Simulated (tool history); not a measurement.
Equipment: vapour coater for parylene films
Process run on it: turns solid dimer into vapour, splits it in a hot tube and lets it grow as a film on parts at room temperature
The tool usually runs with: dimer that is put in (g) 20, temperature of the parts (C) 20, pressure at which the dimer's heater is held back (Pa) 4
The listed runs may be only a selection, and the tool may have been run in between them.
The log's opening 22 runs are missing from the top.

run    hour  dimer that is put in (g)  temperature of the parts (C)  pressure at which the dimer's heater is held back (Pa)  hours of work since the trap's valve was overhauled  hours of work since the table's thermometer was calibrated  thickness of the film (um)
 23  1171.5                         9                            20                                                    2.18                                                  368                                                        1426                        2.17
 24  1219.1                        15                            31                                                    7.44                                                  392                                                        1451                        2.02
 25  1264.1                        13                            20                                                    3.79                                                  416                                                        1474                         2.9
 26  1314.7                        13                            20                                                    3.47                                                  442                                                        1501                        2.96
 27  1378.9                        17                            22                                                    3.14                                                  475                                                        1534                        3.64
     1393.7  -- table's thermometer calibrated
 28    1422                        21                            22                                                    4.13                                                  497                                                          15                        4.23
     1439.6  -- trap's valve overhauled
 29  1459.3                        10                            12                                                    4.13                                                   10                                                          32                        2.93
 30  1513.1                        18                            20                                                    5.79                                                   38                                                          60                        3.77
 31  1564.3                        18                            20                                                    5.79                                                   65                                                          87                        3.76
 32  1601.3                        18                            20                                                    5.79                                                   84                                                         106                         3.8
 33  1656.1                        16                            31                                                    6.57                                                  113                                                         134                        2.15
 34  1713.6                        20                            20                                                     2.7                                                  142                                                         164                        4.67
 35  1763.6                        20                            20                                                    3.97                                                  168                                                         190                        4.42
 36  1814.7                        14                            20                                                       4                                                  195                                                         217                        3.11
 37  1892.3                        14                            20                                                    5.44                                                  235                                                         257                        2.94
 38  1932.5                         9                            15                                                    7.85                                                  256                                                         278                        2.15
 39  1994.9                         9                            16                                                    5.58                                                  289                                                         310                        2.22
 40  2056.4                         9                            29                                                    2.27                                                  321                                                         342                        1.57
 41  2099.3                        18                            29                                                    6.35                                                  343                                                         365                        2.64
 42  2131.6                        18                            14                                                    7.11                                                  360                                                         381                        4.52

Branching from run 42: 5 alternative next runs. What would each branch give?
  A  2179.2                        18                            18                                                    7.11                                                  384                                                         406                           ?
  B  2179.2                        34                            19                                                    2.17                                                  384                                                         406                           ?
  C  2179.2                        20                            28                                                       4                                                  384                                                         406                           ?
  D  2179.2                        13                            27                                                    5.78                                                  384                                                         406                           ?
  E  2179.2                        10                            14                                                    2.07                                                  384                                                         406                           ?

run  thickness of the film (um)
  A                        3.95
  B                        8.44
  C                        3.29
  D                        2.08
  E                        2.91
Stripped of hidden state, with their random variation kept, the same runs would have yielded:
run  thickness of the film (um)
  A                        3.96
  B                        8.47
  C                        3.31
  D                        2.09
  E                        2.93
